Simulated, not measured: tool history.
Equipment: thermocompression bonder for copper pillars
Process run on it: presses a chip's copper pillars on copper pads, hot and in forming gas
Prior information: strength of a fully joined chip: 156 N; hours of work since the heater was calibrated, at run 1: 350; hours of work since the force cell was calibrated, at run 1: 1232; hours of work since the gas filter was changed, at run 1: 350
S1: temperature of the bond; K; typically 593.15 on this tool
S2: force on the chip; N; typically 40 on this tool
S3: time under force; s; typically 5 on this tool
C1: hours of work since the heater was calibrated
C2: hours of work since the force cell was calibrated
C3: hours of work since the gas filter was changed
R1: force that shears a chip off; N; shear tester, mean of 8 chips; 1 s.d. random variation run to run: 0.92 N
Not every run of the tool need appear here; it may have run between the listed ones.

Run 1, hour 0: usual settings; C1 350; C2 1232; C3 350. Result: R1 64.6 N.
Run 2, hour 44.3: usual settings; C1 376; C2 1259; C3 376. Result: R1 65.7 N.
Run 3, hour 95.9: usual settings; C1 407; C2 1290; C3 407. Result: R1 64 N.
Run 4, hour 123.8: usual settings; C1 424; C2 1307; C3 424. Result: R1 62.4 N.
Run 5, hour 170.3: usual settings but S3 14 s; C1 452; C2 1335; C3 452. Result: R1 89.5 N.
At hour 176.3: forming gas filter changed.
Run 6, hour 198.8: usual settings but S3 14 s; C1 469; C2 1352; C3 14. Result: R1 95.7 N.
Run 7, hour 229.5: usual settings but S3 14 s; C1 488; C2 1370; C3 32. Result: R1 97.3 N.
Run 8, hour 263.2: usual settings but S3 14 s; C1 508; C2 1391; C3 52. Result: R1 93.3 N.
Run 9, hour 325.9: usual settings but S1 591.15 K, S3 14 s; C1 546; C2 1428; C3 90. Result: R1 92.4 N.
Run 10, hour 365.1: usual settings but S1 607.15 K, S3 14 s; C1 569; C2 1452; C3 114. Result: R1 106.9 N.
Run 11, hour 403.7: usual settings but S1 591.15 K, S3 14 s; C1 593; C2 1475; C3 137. Result: R1 90.8 N.
Run 12, hour 453.1: usual settings; C1 622; C2 1505; C3 167. Result: R1 63.6 N.
Run 13, hour 506.6: usual settings; C1 655; C2 1537; C3 199. Result: R1 62 N.
Run 14, hour 543.6: usual settings but S2 49 N; C1 677; C2 1559; C3 221. Result: R1 74.9 N.
At hour 591.9: heater calibrated with a thermocouple chip.
Run 15, hour 596.4: usual settings but S1 571.15 K, S2 34 N, S3 13 s; C1 3; C2 1590; C3 252. Result: R1 62.7 N.
Run 16, hour 642.5: usual settings but S1 564.15 K, S2 50 N, S3 13 s; C1 30; C2 1618; C3 280. Result: R1 83 N.
Run 17, hour 688.7: usual settings but S1 595.15 K, S2 58 N, S3 13 s; C1 58; C2 1646; C3 307. Result: R1 120.3 N.
Run 18, hour 729.7: usual settings but S1 595.15 K, S2 58 N, S3 13 s; C1 83; C2 1670; C3 332. Result: R1 122.8 N.
Run 19, hour 763.3: usual settings but S1 618.15 K, S2 33 N, S3 14 s; C1 103; C2 1691; C3 352. Result: R1 102 N.
Run 20, hour 828.9: usual settings but S1 569.15 K, S2 38 N, S3 14 s; C1 143; C2 1730; C3 392. Result: R1 66.8 N.
Run 21, hour 863.4: usual settings but S1 618.15 K, S2 24 N, S3 12 s; C1 164; C2 1751; C3 413. Result: R1 73.9 N.
Run 22, hour 925.6: usual settings but S3 14 s; C1 201; C2 1788; C3 450. Result: R1 91.7 N.
At hour 939: forming gas filter changed.
Run 23, hour 969.2: usual settings but S3 14 s; C1 227; C2 1814; C3 18. Result: R1 98 N.
Run 24, hour 999.5: usual settings but S3 3 s; C1 245; C2 1833; C3 36. Result: R1 57.5 N.
Run 25, hour 1049.8: usual settings; C1 275; C2 1863; C3 67. Result: R1 71.6 N.
Run 26, hour 1104.7: usual settings but S1 583.15 K, S3 11 s; C1 309; C2 1896; C3 100. Result: R1 79.7 N.

Here are 4 independent what-if runs from the current tool condition. What would each one return?
Run A, hour 1132.8: usual settings but S1 570.15 K, S2 46 N, S3 4 s; C1 325; C2 1913; C3 117. Result: R1 ?.
Run B, hour 1132.8: usual settings but S2 48 N, S3 9 s; C1 325; C2 1913; C3 117. Result: R1 ?.
Run C, hour 1132.8: usual settings but S1 586.15 K, S3 11 s; C1 325; C2 1913; C3 117. Result: R1 ?.
Run D, hour 1132.8: usual settings but S2 53 N; C1 325; C2 1913; C3 117. Result: R1 ?.

run    R1
  A  51.4
  B  96.3
  C  81.8
  D    90
What these runs would have given with no unlogged condition in the tool:
run     R1
  A   59.6
  B  107.1
  C   92.3
  D  100.7

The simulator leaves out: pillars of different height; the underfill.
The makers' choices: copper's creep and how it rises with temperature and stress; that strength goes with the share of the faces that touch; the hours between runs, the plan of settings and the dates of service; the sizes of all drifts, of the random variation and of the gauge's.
